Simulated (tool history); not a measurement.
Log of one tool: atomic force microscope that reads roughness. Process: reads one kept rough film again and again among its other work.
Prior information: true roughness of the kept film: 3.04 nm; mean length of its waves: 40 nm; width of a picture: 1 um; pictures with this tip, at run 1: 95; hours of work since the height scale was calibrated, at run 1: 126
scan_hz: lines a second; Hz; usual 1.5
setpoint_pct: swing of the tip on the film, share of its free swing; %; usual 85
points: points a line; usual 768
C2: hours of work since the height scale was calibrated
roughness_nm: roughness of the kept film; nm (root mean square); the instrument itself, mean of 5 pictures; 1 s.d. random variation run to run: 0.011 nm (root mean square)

{"run": 1, "hour": 0.0, "scan_hz": 1.5, "setpoint_pct": 85, "points": 768, "pictures with this tip": 95, "C2": 126, "roughness_nm": 2.596}
{"run": 2, "hour": 13.3, "scan_hz": 1.5, "setpoint_pct": 85, "points": 768, "pictures with this tip": 108, "C2": 133, "roughness_nm": 2.582}
{"hour": 18.1, "done": "new tip fitted"}
{"run": 3, "hour": 19.8, "scan_hz": 1.5, "setpoint_pct": 85, "points": 768, "pictures with this tip": 2, "C2": 136, "roughness_nm": 2.626}
{"run": 4, "hour": 30.4, "scan_hz": 1.5, "setpoint_pct": 85, "points": 768, "pictures with this tip": 12, "C2": 142, "roughness_nm": 2.663}
{"run": 5, "hour": 40.1, "scan_hz": 0.88, "setpoint_pct": 85, "points": 768, "pictures with this tip": 22, "C2": 147, "roughness_nm": 2.725}
{"run": 6, "hour": 48.0, "scan_hz": 0.88, "setpoint_pct": 85, "points": 768, "pictures with this tip": 29, "C2": 151, "roughness_nm": 2.745}
{"run": 7, "hour": 59.4, "scan_hz": 0.88, "setpoint_pct": 85, "points": 768, "pictures with this tip": 40, "C2": 157, "roughness_nm": 2.726}
{"run": 8, "hour": 71.6, "scan_hz": 0.86, "setpoint_pct": 85, "points": 768, "pictures with this tip": 52, "C2": 163, "roughness_nm": 2.743}
{"run": 9, "hour": 84.4, "scan_hz": 0.86, "setpoint_pct": 85, "points": 376, "pictures with this tip": 65, "C2": 170, "roughness_nm": 2.724}
{"run": 10, "hour": 91.8, "scan_hz": 0.86, "setpoint_pct": 85, "points": 376, "pictures with this tip": 72, "C2": 173, "roughness_nm": 2.688}
{"run": 11, "hour": 100.3, "scan_hz": 0.86, "setpoint_pct": 85, "points": 376, "pictures with this tip": 80, "C2": 178, "roughness_nm": 2.673}
{"run": 12, "hour": 114.0, "scan_hz": 0.86, "setpoint_pct": 85, "points": 376, "pictures with this tip": 94, "C2": 185, "roughness_nm": 2.678}
{"run": 13, "hour": 121.0, "scan_hz": 0.86, "setpoint_pct": 85, "points": 376, "pictures with this tip": 101, "C2": 188, "roughness_nm": 2.681}
{"run": 14, "hour": 130.8, "scan_hz": 1.5, "setpoint_pct": 85, "points": 609, "pictures with this tip": 110, "C2": 194, "roughness_nm": 2.545}
{"hour": 133.3, "done": "new tip fitted"}
{"run": 15, "hour": 140.3, "scan_hz": 1.5, "setpoint_pct": 85, "points": 609, "pictures with this tip": 7, "C2": 198, "roughness_nm": 2.642}
{"run": 16, "hour": 152.9, "scan_hz": 1.5, "setpoint_pct": 85, "points": 609, "pictures with this tip": 19, "C2": 205, "roughness_nm": 2.639}
{"run": 17, "hour": 160.2, "scan_hz": 1.5, "setpoint_pct": 85, "points": 609, "pictures with this tip": 26, "C2": 208, "roughness_nm": 2.622}
{"run": 18, "hour": 169.5, "scan_hz": 1.5, "setpoint_pct": 85, "points": 609, "pictures with this tip": 35, "C2": 213, "roughness_nm": 2.623}
{"run": 19, "hour": 179.8, "scan_hz": 1.5, "setpoint_pct": 67, "points": 768, "pictures with this tip": 45, "C2": 218, "roughness_nm": 2.765}
{"run": 20, "hour": 191.8, "scan_hz": 1.5, "setpoint_pct": 67, "points": 768, "pictures with this tip": 57, "C2": 225, "roughness_nm": 2.746}
{"run": 21, "hour": 198.9, "scan_hz": 1.5, "setpoint_pct": 64, "points": 768, "pictures with this tip": 64, "C2": 228, "roughness_nm": 2.787}
{"run": 22, "hour": 208.1, "scan_hz": 1.5, "setpoint_pct": 78, "points": 768, "pictures with this tip": 73, "C2": 233, "roughness_nm": 2.654}
{"run": 23, "hour": 218.0, "scan_hz": 1.5, "setpoint_pct": 85, "points": 768, "pictures with this tip": 83, "C2": 238, "roughness_nm": 2.6}
{"run": 24, "hour": 228.0, "scan_hz": 1.5, "setpoint_pct": 85, "points": 768, "pictures with this tip": 93, "C2": 243, "roughness_nm": 2.576}
{"run": 25, "hour": 240.3, "scan_hz": 1.5, "setpoint_pct": 85, "points": 522, "pictures with this tip": 105, "C2": 250, "roughness_nm": 2.562}
{"hour": 248.6, "done": "new tip fitted"}
{"run": 26, "hour": 253.7, "scan_hz": 1.5, "setpoint_pct": 85, "points": 472, "pictures with this tip": 5, "C2": 256, "roughness_nm": 2.668}
{"run": 27, "hour": 260.6, "scan_hz": 1.5, "setpoint_pct": 85, "points": 472, "pictures with this tip": 12, "C2": 260, "roughness_nm": 2.657}
{"run": 28, "hour": 269.0, "scan_hz": 1.5, "setpoint_pct": 85, "points": 472, "pictures with this tip": 20, "C2": 264, "roughness_nm": 2.642}
{"run": 29, "hour": 281.6, "scan_hz": 1.5, "setpoint_pct": 85, "points": 472, "pictures with this tip": 32, "C2": 271, "roughness_nm": 2.616}
{"run": 30, "hour": 289.0, "scan_hz": 1.5, "setpoint_pct": 87, "points": 768, "pictures with this tip": 40, "C2": 274, "roughness_nm": 2.615}
{"run": 31, "hour": 302.1, "scan_hz": 1.11, "setpoint_pct": 87, "points": 501, "pictures with this tip": 52, "C2": 281, "roughness_nm": 2.652}
{"run": 32, "hour": 310.7, "scan_hz": 1.11, "setpoint_pct": 87, "points": 501, "pictures with this tip": 61, "C2": 286, "roughness_nm": 2.66}
{"run": 33, "hour": 318.9, "scan_hz": 2.56, "setpoint_pct": 64, "points": 410, "pictures with this tip": 69, "C2": 290, "roughness_nm": 2.71}
{"run": 34, "hour": 328.0, "scan_hz": 2.56, "setpoint_pct": 60, "points": 459, "pictures with this tip": 78, "C2": 294, "roughness_nm": 2.727}
{"run": 35, "hour": 338.4, "scan_hz": 2.56, "setpoint_pct": 60, "points": 459, "pictures with this tip": 88, "C2": 300, "roughness_nm": 2.706}
{"run": 36, "hour": 346.9, "scan_hz": 1.5, "setpoint_pct": 57, "points": 768, "pictures with this tip": 96, "C2": 304, "roughness_nm": 2.775}
{"run": 37, "hour": 357.5, "scan_hz": 3.94, "setpoint_pct": 55, "points": 768, "pictures with this tip": 106, "C2": 310, "roughness_nm": 2.715}
{"hour": 363.1, "done": "new tip fitted"}
{"run": 38, "hour": 365.9, "scan_hz": 0.52, "setpoint_pct": 85, "points": 768, "pictures with this tip": 2, "C2": 314, "roughness_nm": 2.831}
{"run": 39, "hour": 373.9, "scan_hz": 1.5, "setpoint_pct": 85, "points": 768, "pictures with this tip": 10, "C2": 318, "roughness_nm": 2.662}
{"run": 40, "hour": 382.0, "scan_hz": 1.83, "setpoint_pct": 85, "points": 343, "pictures with this tip": 18, "C2": 322, "roughness_nm": 2.616}
{"run": 41, "hour": 392.9, "scan_hz": 1.83, "setpoint_pct": 68, "points": 684, "pictures with this tip": 29, "C2": 328, "roughness_nm": 2.768}
{"run": 42, "hour": 404.9, "scan_hz": 1.5, "setpoint_pct": 60, "points": 434, "pictures with this tip": 40, "C2": 334, "roughness_nm": 2.801}
{"run": 43, "hour": 412.0, "scan_hz": 1.46, "setpoint_pct": 73, "points": 768, "pictures with this tip": 47, "C2": 337, "roughness_nm": 2.736}
{"run": 44, "hour": 422.2, "scan_hz": 1.46, "setpoint_pct": 73, "points": 768, "pictures with this tip": 57, "C2": 343, "roughness_nm": 2.723}
{"run": 45, "hour": 433.7, "scan_hz": 1.46, "setpoint_pct": 73, "points": 768, "pictures with this tip": 68, "C2": 349, "roughness_nm": 2.718}
{"run": 46, "hour": 446.3, "scan_hz": 1.46, "setpoint_pct": 73, "points": 768, "pictures with this tip": 81, "C2": 355, "roughness_nm": 2.699}
{"run": 47, "hour": 452.0, "scan_hz": 1.46, "setpoint_pct": 73, "points": 768, "pictures with this tip": 86, "C2": 358, "roughness_nm": 2.688}
{"run": 48, "hour": 458.5, "scan_hz": 1.46, "setpoint_pct": 73, "points": 768, "pictures with this tip": 93, "C2": 361, "roughness_nm": 2.705}
{"run": 49, "hour": 470.9, "scan_hz": 1.23, "setpoint_pct": 75, "points": 768, "pictures with this tip": 105, "C2": 368, "roughness_nm": 2.684}
{"run": 50, "hour": 477.5, "scan_hz": 2.23, "setpoint_pct": 80, "points": 326, "pictures with this tip": 111, "C2": 371, "roughness_nm": 2.521}
{"hour": 479.0, "done": "new tip fitted"}
{"run": 51, "hour": 485.8, "scan_hz": 1.5, "setpoint_pct": 82, "points": 774, "pictures with this tip": 7, "C2": 375, "roughness_nm": 2.704}
{"run": 52, "hour": 492.6, "scan_hz": 0.52, "setpoint_pct": 60, "points": 768, "pictures with this tip": 13, "C2": 379, "roughness_nm": 2.862}
{"run": 53, "hour": 503.7, "scan_hz": 1.35, "setpoint_pct": 86, "points": 389, "pictures with this tip": 24, "C2": 384, "roughness_nm": 2.652}
{"run": 54, "hour": 510.5, "scan_hz": 1.35, "setpoint_pct": 86, "points": 389, "pictures with this tip": 31, "C2": 388, "roughness_nm": 2.658}

Branching from run 54: 3 alternative next runs. What would each branch give?
{"run": "A", "hour": 519.9, "scan_hz": 3.62, "setpoint_pct": 83, "points": 588, "pictures with this tip": 40, "C2": 393, "roughness_nm": "?"}
{"run": "B", "hour": 519.9, "scan_hz": 1.35, "setpoint_pct": 66, "points": 389, "pictures with this tip": 40, "C2": 393, "roughness_nm": "?"}
{"run": "C", "hour": 519.9, "scan_hz": 1.5, "setpoint_pct": 85, "points": 662, "pictures with this tip": 40, "C2": 393, "roughness_nm": "?"}

run=A roughness_nm=2.383
run=B roughness_nm=2.776
run=C roughness_nm=2.636
The same runs, with their run-to-run variation unchanged, on a tool lacking any hidden condition would have given:
run=A roughness_nm=2.413
run=B roughness_nm=2.811
run=C roughness_nm=2.669
